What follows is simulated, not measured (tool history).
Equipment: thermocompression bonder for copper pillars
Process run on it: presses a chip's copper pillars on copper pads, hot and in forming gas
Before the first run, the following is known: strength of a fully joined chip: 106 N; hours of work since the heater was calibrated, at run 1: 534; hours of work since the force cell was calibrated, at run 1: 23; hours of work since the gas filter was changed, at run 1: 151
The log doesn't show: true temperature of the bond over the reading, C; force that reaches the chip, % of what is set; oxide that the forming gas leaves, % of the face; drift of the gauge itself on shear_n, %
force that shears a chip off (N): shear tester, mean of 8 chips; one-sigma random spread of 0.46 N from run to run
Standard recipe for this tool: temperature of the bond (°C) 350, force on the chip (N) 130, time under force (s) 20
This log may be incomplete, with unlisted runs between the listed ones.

run   hour  temperature of the bond (°C)  force on the chip (N)  time under force (s)  hours of work since the heater was calibrated  hours of work since the force cell was calibrated  hours of work since the gas filter was changed  force that shears a chip off (N)
  1      0                           350                    130                    20                                            534                                                 23                                             151                              40.6
  2     47                           350                    130                    24                                            566                                                 55                                             183                              43.8
  3   80.8                           350                    130                    20                                            588                                                 77                                             205                              41.4
  4  105.5                           350                    130                    20                                            605                                                 94                                             222                              40.1
  5    126                           372                    130                    20                                            619                                                107                                             235                                52
  6  163.4                           372                    130                    20                                            643                                                132                                             260                              51.3
  7  190.3                           373                    130                    20                                            661                                                150                                             278                              52.1
  8  226.5                           373                    130                    20                                            686                                                175                                             302                              51.6
  9  259.8                           373                    130                    20                                            708                                                197                                             324                              52.3
 10  304.5                           332                     87                    45                                            738                                                227                                             354                              29.1
     318.3  -- heater calibrated with a thermocouple chip
 11  338.4                           323                    130                    30                                             13                                                248                                             376                              34.2
     341.9  -- forming gas filter changed
 12  370.4                           323                    130                    30                                             34                                                269                                              19                              34.8
 13  415.2                           351                     87                    30                                             64                                                299                                              49                              31.7
 14  444.8                           323                     80                    17                                             84                                                318                                              69                              15.6

Expected results for the next run?
 15  479.5                           323                    125                    11                                            107                                                342                                              92                                 ?

Logged for run 15: force that shears a chip off (N) 22.5.
Take away the tool's hidden state, keep the run-to-run variation as it was, and the same run would have given force that shears a chip off (N) 22.5.

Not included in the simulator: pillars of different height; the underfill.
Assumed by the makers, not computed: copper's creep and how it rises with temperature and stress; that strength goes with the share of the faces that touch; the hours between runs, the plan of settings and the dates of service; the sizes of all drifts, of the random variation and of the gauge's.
